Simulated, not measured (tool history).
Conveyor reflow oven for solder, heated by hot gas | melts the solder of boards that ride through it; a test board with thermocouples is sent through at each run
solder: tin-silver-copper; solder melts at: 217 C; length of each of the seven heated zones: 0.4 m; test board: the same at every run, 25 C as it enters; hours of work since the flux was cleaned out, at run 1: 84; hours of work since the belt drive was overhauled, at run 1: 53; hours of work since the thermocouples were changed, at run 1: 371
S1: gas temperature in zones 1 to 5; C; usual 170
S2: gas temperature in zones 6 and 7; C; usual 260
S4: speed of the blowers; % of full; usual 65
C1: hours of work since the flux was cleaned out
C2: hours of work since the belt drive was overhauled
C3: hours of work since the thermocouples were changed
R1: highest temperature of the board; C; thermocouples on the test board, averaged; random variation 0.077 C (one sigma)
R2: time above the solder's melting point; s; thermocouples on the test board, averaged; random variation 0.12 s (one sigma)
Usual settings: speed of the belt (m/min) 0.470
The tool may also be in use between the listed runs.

{"run": 1, "day": 0.0, "S1": 170, "S2": 260, "speed of the belt (m/min)": 0.47, "S4": 65, "C1": 84, "C2": 53, "C3": 371, "R1": 249.23, "R2": 74.1}
{"run": 2, "day": 0.192, "S1": 170, "S2": 260, "speed of the belt (m/min)": 0.47, "S4": 65, "C1": 87, "C2": 56, "C3": 374, "R1": 249.35, "R2": 73.9}
{"run": 3, "day": 0.542, "S1": 170, "S2": 260, "speed of the belt (m/min)": 0.47, "S4": 65, "C1": 93, "C2": 61, "C3": 379, "R1": 249.42, "R2": 73.7}
{"run": 4, "day": 0.775, "S1": 170, "S2": 260, "speed of the belt (m/min)": 0.47, "S4": 65, "C1": 96, "C2": 65, "C3": 383, "R1": 249.28, "R2": 74.0}
{"run": 5, "day": 1.117, "S1": 170, "S2": 260, "speed of the belt (m/min)": 0.47, "S4": 58, "C1": 102, "C2": 70, "C3": 388, "R1": 248.05, "R2": 72.0}
{"run": 6, "day": 1.471, "S1": 185, "S2": 260, "speed of the belt (m/min)": 0.47, "S4": 65, "C1": 107, "C2": 75, "C3": 394, "R1": 251.3, "R2": 83.2}
{"run": 7, "day": 1.683, "S1": 170, "S2": 260, "speed of the belt (m/min)": 0.47, "S4": 78, "C1": 111, "C2": 79, "C3": 397, "R1": 251.25, "R2": 76.7}
{"run": 8, "day": 1.996, "S1": 170, "S2": 260, "speed of the belt (m/min)": 0.503, "S4": 65, "C1": 116, "C2": 84, "C3": 402, "R1": 247.56, "R2": 66.5}
{"run": 9, "day": 2.317, "S1": 170, "S2": 260, "speed of the belt (m/min)": 0.503, "S4": 65, "C1": 121, "C2": 89, "C3": 407, "R1": 247.53, "R2": 66.5}
{"run": 10, "day": 2.658, "S1": 170, "S2": 260, "speed of the belt (m/min)": 0.503, "S4": 65, "C1": 126, "C2": 94, "C3": 412, "R1": 247.6, "R2": 66.4}
{"run": 11, "day": 2.908, "S1": 170, "S2": 260, "speed of the belt (m/min)": 0.503, "S4": 65, "C1": 130, "C2": 98, "C3": 416, "R1": 247.59, "R2": 66.3}
{"run": 12, "day": 3.242, "S1": 170, "S2": 260, "speed of the belt (m/min)": 0.472, "S4": 65, "C1": 135, "C2": 103, "C3": 421, "R1": 249.16, "R2": 73.6}
{"run": 13, "day": 3.521, "S1": 184, "S2": 260, "speed of the belt (m/min)": 0.47, "S4": 65, "C1": 139, "C2": 108, "C3": 426, "R1": 251.26, "R2": 82.7}
{"run": 14, "day": 3.808, "S1": 170, "S2": 260, "speed of the belt (m/min)": 0.47, "S4": 54, "C1": 144, "C2": 112, "C3": 430, "R1": 247.24, "R2": 70.4}
{"run": 15, "day": 4.104, "S1": 170, "S2": 275, "speed of the belt (m/min)": 0.47, "S4": 65, "C1": 148, "C2": 117, "C3": 435, "R1": 263.11, "R2": 85.0}
{"run": 16, "day": 4.479, "S1": 170, "S2": 275, "speed of the belt (m/min)": 0.472, "S4": 65, "C1": 154, "C2": 122, "C3": 441, "R1": 262.93, "R2": 84.5}
{"run": 17, "day": 4.808, "S1": 158, "S2": 260, "speed of the belt (m/min)": 0.47, "S4": 62, "C1": 159, "C2": 128, "C3": 446, "R1": 247.0, "R2": 66.1}
{"run": 18, "day": 5.183, "S1": 158, "S2": 274, "speed of the belt (m/min)": 0.462, "S4": 75, "C1": 165, "C2": 133, "C3": 452, "R1": 263.07, "R2": 82.1}
{"run": 19, "day": 5.554, "S1": 180, "S2": 260, "speed of the belt (m/min)": 0.509, "S4": 65, "C1": 171, "C2": 139, "C3": 457, "R1": 248.63, "R2": 71.2}
{"day": 5.8, "done": "flux residue cleaned out of gas plates and filters"}
{"run": 20, "day": 6.079, "S1": 177, "S2": 260, "speed of the belt (m/min)": 0.472, "S4": 55, "C1": 4, "C2": 144, "C3": 462, "R1": 248.81, "R2": 75.6}
{"run": 21, "day": 6.342, "S1": 157, "S2": 271, "speed of the belt (m/min)": 0.47, "S4": 65, "C1": 8, "C2": 148, "C3": 466, "R1": 258.33, "R2": 76.7}
{"run": 22, "day": 6.612, "S1": 157, "S2": 271, "speed of the belt (m/min)": 0.47, "S4": 65, "C1": 13, "C2": 153, "C3": 471, "R1": 258.29, "R2": 76.7}
{"run": 23, "day": 6.983, "S1": 170, "S2": 253, "speed of the belt (m/min)": 0.47, "S4": 65, "C1": 18, "C2": 158, "C3": 476, "R1": 243.53, "R2": 68.1}
{"run": 24, "day": 7.304, "S1": 170, "S2": 253, "speed of the belt (m/min)": 0.47, "S4": 59, "C1": 23, "C2": 163, "C3": 481, "R1": 242.42, "R2": 65.9}
{"run": 25, "day": 7.621, "S1": 164, "S2": 251, "speed of the belt (m/min)": 0.427, "S4": 67, "C1": 28, "C2": 168, "C3": 486, "R1": 243.28, "R2": 73.9}
{"run": 26, "day": 7.979, "S1": 169, "S2": 267, "speed of the belt (m/min)": 0.475, "S4": 58, "C1": 34, "C2": 174, "C3": 492, "R1": 254.39, "R2": 76.7}
{"run": 27, "day": 8.204, "S1": 175, "S2": 275, "speed of the belt (m/min)": 0.499, "S4": 75, "C1": 37, "C2": 177, "C3": 495, "R1": 264.4, "R2": 82.8}
{"run": 28, "day": 8.429, "S1": 170, "S2": 272, "speed of the belt (m/min)": 0.534, "S4": 65, "C1": 41, "C2": 181, "C3": 499, "R1": 257.02, "R2": 69.8}
{"run": 29, "day": 8.738, "S1": 170, "S2": 272, "speed of the belt (m/min)": 0.534, "S4": 65, "C1": 46, "C2": 186, "C3": 504, "R1": 256.9, "R2": 69.8}
{"run": 30, "day": 8.971, "S1": 170, "S2": 256, "speed of the belt (m/min)": 0.47, "S4": 57, "C1": 49, "C2": 189, "C3": 507, "R1": 244.61, "R2": 68.6}
{"run": 31, "day": 9.25, "S1": 170, "S2": 256, "speed of the belt (m/min)": 0.537, "S4": 81, "C1": 54, "C2": 194, "C3": 512, "R1": 245.24, "R2": 60.9}
{"run": 32, "day": 9.462, "S1": 170, "S2": 256, "speed of the belt (m/min)": 0.537, "S4": 81, "C1": 57, "C2": 197, "C3": 515, "R1": 245.46, "R2": 60.9}

Forecast each of these 3 alternatives for the next run:
{"run": "A", "day": 9.754, "S1": 158, "S2": 256, "speed of the belt (m/min)": 0.425, "S4": 81, "C1": 62, "C2": 202, "C3": 520, "R1": "?", "R2": "?"}
{"run": "B", "day": 9.754, "S1": 170, "S2": 274, "speed of the belt (m/min)": 0.398, "S4": 59, "C1": 62, "C2": 202, "C3": 520, "R1": "?", "R2": "?"}
{"run": "C", "day": 9.754, "S1": 174, "S2": 256, "speed of the belt (m/min)": 0.406, "S4": 70, "C1": 62, "C2": 202, "C3": 520, "R1": "?", "R2": "?"}

run=A R1=249.47 R2=80.0
run=B R1=265.97 R2=104.0
run=C R1=250.38 R2=91.8
Without the tool's hidden state the same runs would have given:
run=A R1=248.46 R2=78.8
run=B R1=264.91 R2=102.9
run=C R1=249.34 R2=90.6
